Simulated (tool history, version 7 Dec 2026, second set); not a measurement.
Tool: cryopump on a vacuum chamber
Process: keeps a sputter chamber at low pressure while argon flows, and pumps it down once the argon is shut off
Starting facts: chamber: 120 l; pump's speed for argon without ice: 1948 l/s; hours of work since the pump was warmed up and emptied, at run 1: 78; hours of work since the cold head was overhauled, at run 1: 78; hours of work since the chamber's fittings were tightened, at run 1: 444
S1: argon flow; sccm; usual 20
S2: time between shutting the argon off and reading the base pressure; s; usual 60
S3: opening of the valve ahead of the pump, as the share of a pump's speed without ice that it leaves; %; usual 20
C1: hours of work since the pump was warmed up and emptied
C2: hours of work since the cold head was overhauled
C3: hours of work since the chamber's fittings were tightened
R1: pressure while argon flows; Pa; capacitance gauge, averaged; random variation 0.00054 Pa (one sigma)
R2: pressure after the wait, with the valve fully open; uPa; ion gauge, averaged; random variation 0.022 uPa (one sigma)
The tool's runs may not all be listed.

run 1 hour=0 | S1=20 S2=60 S3=20 | C1=78 C2=78 C3=444 | R1=0.086 R2=0.95
run 2 hour=12.3 | S1=20 S2=60 S3=20 | C1=83 C2=83 C3=450 | R1=0.0871 R2=0.92
run 3 hour=19.5 | S1=20 S2=60 S3=20 | C1=86 C2=86 C3=453 | R1=0.087 R2=0.98
run 4 hour=30.3 | S1=9 S2=60 S3=20 | C1=90 C2=90 C3=457 | R1=0.04 R2=0.95
run 5 hour=37.7 | S1=29 S2=60 S3=20 | C1=94 C2=94 C3=460 | R1=0.1271 R2=0.96
run 6 hour=47 | S1=20 S2=60 S3=20 | C1=97 C2=97 C3=464 | R1=0.0873 R2=1.03
run 7 hour=62.3 | S1=20 S2=60 S3=20 | C1=104 C2=104 C3=471 | R1=0.0873 R2=0.92
run 8 hour=68.7 | S1=20 S2=163 S3=20 | C1=107 C2=107 C3=473 | R1=0.0871 R2=0.6
run 9 hour=80.7 | S1=20 S2=163 S3=20 | C1=112 C2=112 C3=478 | R1=0.0874 R2=0.67
run 10 hour=87.5 | S1=20 S2=163 S3=20 | C1=114 C2=114 C3=481 | R1=0.0883 R2=0.61
run 11 hour=98.1 | S1=20 S2=163 S3=20 | C1=119 C2=119 C3=486 | R1=0.0875 R2=0.6
run 12 hour=112 | S1=20 S2=163 S3=20 | C1=125 C2=125 C3=492 | R1=0.0881 R2=0.64
run 13 hour=124.6 | S1=20 S2=120 S3=20 | C1=130 C2=130 C3=497 | R1=0.0868 R2=0.74
run 14 hour=132.7 | S1=20 S2=120 S3=20 | C1=133 C2=133 C3=500 | R1=0.088 R2=0.7
run 15 hour=141 | S1=25 S2=60 S3=20 | C1=137 C2=137 C3=504 | R1=0.1101 R2=0.99
run 16 hour=152.4 | S1=25 S2=60 S3=20 | C1=142 C2=142 C3=509 | R1=0.1094 R2=1.02
run 17 hour=165.6 | S1=25 S2=60 S3=20 | C1=147 C2=147 C3=514 | R1=0.1101 R2=1.01
run 18 hour=179.7 | S1=18 S2=56 S3=21 | C1=153 C2=153 C3=520 | R1=0.0762 R2=1.04
run 19 hour=187 | S1=27 S2=84 S3=37 | C1=156 C2=156 C3=523 | R1=0.0653 R2=0.85
run 20 hour=197.5 | S1=11 S2=265 S3=20 | C1=161 C2=161 C3=527 | R1=0.0477 R2=0.6
run 21 hour=210.2 | S1=11 S2=265 S3=20 | C1=166 C2=166 C3=533 | R1=0.0478 R2=0.62
run 22 hour=225.9 | S1=19 S2=126 S3=20 | C1=173 C2=173 C3=539 | R1=0.0839 R2=0.75
run 23 hour=236.3 | S1=19 S2=126 S3=20 | C1=177 C2=177 C3=544 | R1=0.0842 R2=0.75
run 24 hour=244.9 | S1=19 S2=126 S3=20 | C1=181 C2=181 C3=547 | R1=0.0839 R2=0.78
run 25 hour=254.5 | S1=19 S2=126 S3=20 | C1=185 C2=185 C3=551 | R1=0.0836 R2=0.71
run 26 hour=269.3 | S1=19 S2=126 S3=20 | C1=191 C2=191 C3=558 | R1=0.0841 R2=0.74
run 27 hour=284 | S1=25 S2=60 S3=21 | C1=197 C2=197 C3=564 | R1=0.1056 R2=1.04
run 28 hour=293.4 | S1=9 S2=60 S3=19 | C1=201 C2=201 C3=568 | R1=0.0415 R2=1.03
run 29 hour=302.4 | S1=15 S2=111 S3=19 | C1=205 C2=205 C3=572 | R1=0.0687 R2=0.78
run 30 hour=313.8 | S1=28 S2=276 S3=22 | C1=210 C2=210 C3=576 | R1=0.1128 R2=0.62
run 31 hour=326.5 | S1=28 S2=276 S3=15 | C1=215 C2=215 C3=582 | R1=0.1627 R2=0.65
run 32 hour=337.2 | S1=18 S2=276 S3=15 | C1=219 C2=219 C3=586 | R1=0.1056 R2=0.62
run 33 hour=343.9 | S1=20 S2=65 S3=20 | C1=222 C2=222 C3=589 | R1=0.0881 R2=1.07
run 34 hour=353 | S1=31 S2=236 S3=17 | C1=226 C2=226 C3=593 | R1=0.1604 R2=0.68

Measured less the same run without the tool's hidden state. The same run-to-run variation is in both; the gauge's scatter may not be:
The hidden state here: pump's speed, % of a pump's without ice; cold plate's temperature, K; leak into the chamber, uPa l/s; drift of the gauge itself on working_pa, %; drift of the gauge itself on base_upa, %.
run=1 R1=+0.0004 R2=+0.27
run=2 R1=+0.0005 R2=+0.27
run=3 R1=+0.0005 R2=+0.27
run=4 R1=+0.0002 R2=+0.27
run=5 R1=+0.0008 R2=+0.28
run=6 R1=+0.0006 R2=+0.28
run=7 R1=+0.0006 R2=+0.28
run=8 R1=+0.0006 R2=+0.28
run=9 R1=+0.0007 R2=+0.29
run=10 R1=+0.0007 R2=+0.28
run=11 R1=+0.0007 R2=+0.29
run=12 R1=+0.0007 R2=+0.3
run=13 R1=+0.0007 R2=+0.3
run=14 R1=+0.0008 R2=+0.31
run=15 R1=+0.001 R2=+0.31
run=16 R1=+0.001 R2=+0.32
run=17 R1=+0.0011 R2=+0.31
run=18 R1=+0.0008 R2=+0.32
run=19 R1=+0.0013 R2=+0.32
run=20 R1=+0.0005 R2=+0.32
run=21 R1=+0.0005 R2=+0.32
run=22 R1=+0.001 R2=+0.34
run=23 R1=+0.001 R2=+0.34
run=24 R1=+0.001 R2=+0.35
run=25 R1=+0.001 R2=+0.34
run=26 R1=+0.0011 R2=+0.35
run=27 R1=+0.0015 R2=+0.35
run=28 R1=+0.0006 R2=+0.35
run=29 R1=+0.0009 R2=+0.35
run=30 R1=+0.0018 R2=+0.35
run=31 R1=+0.0019 R2=+0.37
run=32 R1=+0.0012 R2=+0.37
run=33 R1=+0.0013 R2=+0.38
run=34 R1=+0.0021 R2=+0.37
